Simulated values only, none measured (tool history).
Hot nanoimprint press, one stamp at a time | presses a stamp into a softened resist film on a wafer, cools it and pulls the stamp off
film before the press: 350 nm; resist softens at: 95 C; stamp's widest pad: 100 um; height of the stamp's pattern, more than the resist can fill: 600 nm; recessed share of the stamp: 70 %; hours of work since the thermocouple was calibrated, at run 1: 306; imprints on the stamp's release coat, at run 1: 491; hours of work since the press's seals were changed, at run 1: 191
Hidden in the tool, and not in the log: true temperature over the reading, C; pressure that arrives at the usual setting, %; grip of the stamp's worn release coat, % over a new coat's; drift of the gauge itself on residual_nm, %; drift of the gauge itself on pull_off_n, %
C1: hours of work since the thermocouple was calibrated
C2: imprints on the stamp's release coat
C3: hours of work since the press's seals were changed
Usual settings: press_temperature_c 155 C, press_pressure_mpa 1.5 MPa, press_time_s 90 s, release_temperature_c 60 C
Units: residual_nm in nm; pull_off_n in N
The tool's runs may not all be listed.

{"run": 1, "hour": 0.0, "press_temperature_c": 155, "press_pressure_mpa": 1.5, "press_time_s": 90, "release_temperature_c": 60, "C1": 306, "C2": 491, "C3": 191, "residual_nm": 198.5, "pull_off_n": 179}
{"run": 2, "hour": 10.2, "press_temperature_c": 155, "press_pressure_mpa": 1.5, "press_time_s": 92, "release_temperature_c": 60, "C1": 310, "C2": 519, "C3": 195, "residual_nm": 195.5, "pull_off_n": 182}
{"run": 3, "hour": 16.7, "press_temperature_c": 155, "press_pressure_mpa": 1.5, "press_time_s": 92, "release_temperature_c": 60, "C1": 313, "C2": 537, "C3": 198, "residual_nm": 195.8, "pull_off_n": 183}
{"hour": 28.9, "done": "stamp cleaned and given a new release coat"}
{"run": 4, "hour": 31.3, "press_temperature_c": 155, "press_pressure_mpa": 1.5, "press_time_s": 90, "release_temperature_c": 58, "C1": 316, "C2": 6, "C3": 201, "residual_nm": 198, "pull_off_n": 165}
{"run": 5, "hour": 38.3, "press_temperature_c": 155, "press_pressure_mpa": 1.5, "press_time_s": 90, "release_temperature_c": 60, "C1": 319, "C2": 26, "C3": 204, "residual_nm": 197.5, "pull_off_n": 161}
{"run": 6, "hour": 50.9, "press_temperature_c": 155, "press_pressure_mpa": 2.03, "press_time_s": 90, "release_temperature_c": 60, "C1": 324, "C2": 60, "C3": 209, "residual_nm": 177.3, "pull_off_n": 159}
{"run": 7, "hour": 57.5, "press_temperature_c": 155, "press_pressure_mpa": 1.5, "press_time_s": 90, "release_temperature_c": 60, "C1": 327, "C2": 78, "C3": 212, "residual_nm": 197.9, "pull_off_n": 165}
{"run": 8, "hour": 64.4, "press_temperature_c": 155, "press_pressure_mpa": 1.5, "press_time_s": 90, "release_temperature_c": 60, "C1": 330, "C2": 97, "C3": 214, "residual_nm": 196.8, "pull_off_n": 163}
{"run": 9, "hour": 75.4, "press_temperature_c": 155, "press_pressure_mpa": 1.5, "press_time_s": 90, "release_temperature_c": 60, "C1": 334, "C2": 127, "C3": 219, "residual_nm": 195.1, "pull_off_n": 164}
{"run": 10, "hour": 81.9, "press_temperature_c": 155, "press_pressure_mpa": 1.5, "press_time_s": 90, "release_temperature_c": 60, "C1": 337, "C2": 145, "C3": 221, "residual_nm": 197.6, "pull_off_n": 167}
{"run": 11, "hour": 95.2, "press_temperature_c": 155, "press_pressure_mpa": 1.5, "press_time_s": 90, "release_temperature_c": 57, "C1": 342, "C2": 181, "C3": 227, "residual_nm": 199.4, "pull_off_n": 175}
{"run": 12, "hour": 104.6, "press_temperature_c": 158, "press_pressure_mpa": 1.28, "press_time_s": 107, "release_temperature_c": 64, "C1": 346, "C2": 207, "C3": 231, "residual_nm": 172.2, "pull_off_n": 156}
{"run": 13, "hour": 112.0, "press_temperature_c": 155, "press_pressure_mpa": 1.5, "press_time_s": 90, "release_temperature_c": 53, "C1": 349, "C2": 227, "C3": 234, "residual_nm": 198.8, "pull_off_n": 193}
{"run": 14, "hour": 120.8, "press_temperature_c": 161, "press_pressure_mpa": 1.44, "press_time_s": 79, "release_temperature_c": 58, "C1": 352, "C2": 251, "C3": 237, "residual_nm": 161.8, "pull_off_n": 183}
{"run": 15, "hour": 131.5, "press_temperature_c": 161, "press_pressure_mpa": 1.44, "press_time_s": 79, "release_temperature_c": 58, "C1": 357, "C2": 281, "C3": 242, "residual_nm": 162.2, "pull_off_n": 183}
{"run": 16, "hour": 138.6, "press_temperature_c": 161, "press_pressure_mpa": 1.44, "press_time_s": 79, "release_temperature_c": 58, "C1": 360, "C2": 300, "C3": 244, "residual_nm": 161.2, "pull_off_n": 178}
{"run": 17, "hour": 148.4, "press_temperature_c": 161, "press_pressure_mpa": 1.98, "press_time_s": 79, "release_temperature_c": 50, "C1": 363, "C2": 327, "C3": 248, "residual_nm": 142.1, "pull_off_n": 212}
{"run": 18, "hour": 158.0, "press_temperature_c": 161, "press_pressure_mpa": 1.98, "press_time_s": 79, "release_temperature_c": 50, "C1": 367, "C2": 353, "C3": 252, "residual_nm": 142.2, "pull_off_n": 214}
{"run": 19, "hour": 170.2, "press_temperature_c": 161, "press_pressure_mpa": 1.98, "press_time_s": 79, "release_temperature_c": 50, "C1": 372, "C2": 387, "C3": 257, "residual_nm": 143, "pull_off_n": 211}
{"run": 20, "hour": 176.0, "press_temperature_c": 150, "press_pressure_mpa": 1.98, "press_time_s": 70, "release_temperature_c": 50, "C1": 375, "C2": 402, "C3": 259, "residual_nm": 242.6, "pull_off_n": 213}
{"run": 21, "hour": 186.2, "press_temperature_c": 150, "press_pressure_mpa": 1.54, "press_time_s": 107, "release_temperature_c": 50, "C1": 379, "C2": 430, "C3": 264, "residual_nm": 228.9, "pull_off_n": 219}

5 ways to go on from here, each from the tool as it stands after run 21. What would each give?
{"run": "A", "hour": 197.0, "press_temperature_c": 155, "press_pressure_mpa": 1.74, "press_time_s": 90, "release_temperature_c": 60, "C1": 383, "C2": 460, "C3": 268, "residual_nm": "?", "pull_off_n": "?"}
{"run": "B", "hour": 197.0, "press_temperature_c": 155, "press_pressure_mpa": 2.14, "press_time_s": 176, "release_temperature_c": 60, "C1": 383, "C2": 460, "C3": 268, "residual_nm": "?", "pull_off_n": "?"}
{"run": "C", "hour": 197.0, "press_temperature_c": 155, "press_pressure_mpa": 1.5, "press_time_s": 90, "release_temperature_c": 50, "C1": 383, "C2": 460, "C3": 268, "residual_nm": "?", "pull_off_n": "?"}
{"run": "D", "hour": 197.0, "press_temperature_c": 159, "press_pressure_mpa": 1.54, "press_time_s": 107, "release_temperature_c": 50, "C1": 383, "C2": 460, "C3": 268, "residual_nm": "?", "pull_off_n": "?"}
{"run": "E", "hour": 197.0, "press_temperature_c": 160, "press_pressure_mpa": 1.5, "press_time_s": 119, "release_temperature_c": 56, "C1": 383, "C2": 460, "C3": 268, "residual_nm": "?", "pull_off_n": "?"}

run=A residual_nm=191.1 pull_off_n=175
run=B residual_nm=134.5 pull_off_n=179
run=C residual_nm=202.7 pull_off_n=220
run=D residual_nm=156.1 pull_off_n=219
run=E residual_nm=142.5 pull_off_n=196
Without the tool's hidden state the same runs would have given:
run=A residual_nm=175.7 pull_off_n=152
run=B residual_nm=121.6 pull_off_n=155
run=C residual_nm=187.3 pull_off_n=192
run=D residual_nm=143 pull_off_n=190
run=E residual_nm=130.4 pull_off_n=170
